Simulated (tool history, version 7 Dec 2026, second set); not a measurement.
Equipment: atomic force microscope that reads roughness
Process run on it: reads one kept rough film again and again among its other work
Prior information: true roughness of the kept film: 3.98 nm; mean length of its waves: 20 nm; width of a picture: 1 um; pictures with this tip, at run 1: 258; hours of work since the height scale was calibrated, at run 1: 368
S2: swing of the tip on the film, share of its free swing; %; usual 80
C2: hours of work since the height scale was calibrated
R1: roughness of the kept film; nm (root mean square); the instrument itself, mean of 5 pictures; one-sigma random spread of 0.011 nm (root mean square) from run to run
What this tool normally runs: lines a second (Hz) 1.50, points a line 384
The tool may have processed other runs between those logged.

{"run": 1, "hour": 0.0, "lines a second (Hz)": 1.5, "S2": 80, "points a line": 384, "pictures with this tip": 258, "C2": 368, "R1": 1.589}
{"run": 2, "hour": 31.7, "lines a second (Hz)": 1.5, "S2": 80, "points a line": 384, "pictures with this tip": 296, "C2": 391, "R1": 1.487}
{"hour": 36.8, "done": "new tip fitted"}
{"run": 3, "hour": 53.6, "lines a second (Hz)": 1.5, "S2": 80, "points a line": 384, "pictures with this tip": 20, "C2": 406, "R1": 2.539}
{"run": 4, "hour": 86.3, "lines a second (Hz)": 1.5, "S2": 80, "points a line": 384, "pictures with this tip": 60, "C2": 430, "R1": 2.288}
{"run": 5, "hour": 121.6, "lines a second (Hz)": 1.5, "S2": 80, "points a line": 384, "pictures with this tip": 103, "C2": 455, "R1": 2.107}
{"run": 6, "hour": 158.1, "lines a second (Hz)": 1.5, "S2": 80, "points a line": 384, "pictures with this tip": 147, "C2": 481, "R1": 1.984}
{"run": 7, "hour": 201.3, "lines a second (Hz)": 1.5, "S2": 80, "points a line": 384, "pictures with this tip": 199, "C2": 512, "R1": 1.787}
{"run": 8, "hour": 226.1, "lines a second (Hz)": 1.5, "S2": 80, "points a line": 384, "pictures with this tip": 229, "C2": 530, "R1": 1.72}
{"run": 9, "hour": 251.0, "lines a second (Hz)": 3.59, "S2": 80, "points a line": 262, "pictures with this tip": 259, "C2": 547, "R1": 1.35}
{"hour": 287.1, "done": "new tip fitted"}
{"run": 10, "hour": 297.7, "lines a second (Hz)": 1.82, "S2": 80, "points a line": 297, "pictures with this tip": 12, "C2": 580, "R1": 2.519}
{"hour": 302.1, "done": "height scale calibrated on a step standard"}
{"run": 11, "hour": 328.2, "lines a second (Hz)": 1.82, "S2": 80, "points a line": 297, "pictures with this tip": 48, "C2": 19, "R1": 2.311}
{"run": 12, "hour": 368.5, "lines a second (Hz)": 1.82, "S2": 80, "points a line": 297, "pictures with this tip": 97, "C2": 47, "R1": 2.118}
{"run": 13, "hour": 402.3, "lines a second (Hz)": 2.8, "S2": 76, "points a line": 297, "pictures with this tip": 138, "C2": 72, "R1": 1.884}
{"run": 14, "hour": 445.0, "lines a second (Hz)": 2.03, "S2": 81, "points a line": 500, "pictures with this tip": 190, "C2": 102, "R1": 1.755}
{"hour": 480.8, "done": "height scale calibrated on a step standard, once more"}
{"run": 15, "hour": 484.4, "lines a second (Hz)": 3.3, "S2": 85, "points a line": 529, "pictures with this tip": 236, "C2": 3, "R1": 1.376}
{"run": 16, "hour": 508.7, "lines a second (Hz)": 3.3, "S2": 85, "points a line": 529, "pictures with this tip": 266, "C2": 20, "R1": 1.322}

Selected run-to-run steps in R1, each split into two signed amounts: the part the tool would show with no hidden state at all (from settings, incoming material and random variation), and the remainder, which goes to the hidden state together with any gauge scatter not common to the measured and the hidden-state-free results:
The tool's hidden condition here consists of: radius of the tip, nm; height scale over the true one, %; drift of the gauge itself on roughness_nm, %.
Run 2 -> 3: new tip fitted. R1 +1.052 nm (root mean square): hidden state +1.025, all else +0.027.
Run 9 -> 10: lines a second (Hz) 3.59 -> 1.82, points a line 262 -> 297, new tip fitted. R1 +1.169 nm (root mean square): hidden state +0.795, all else +0.374.
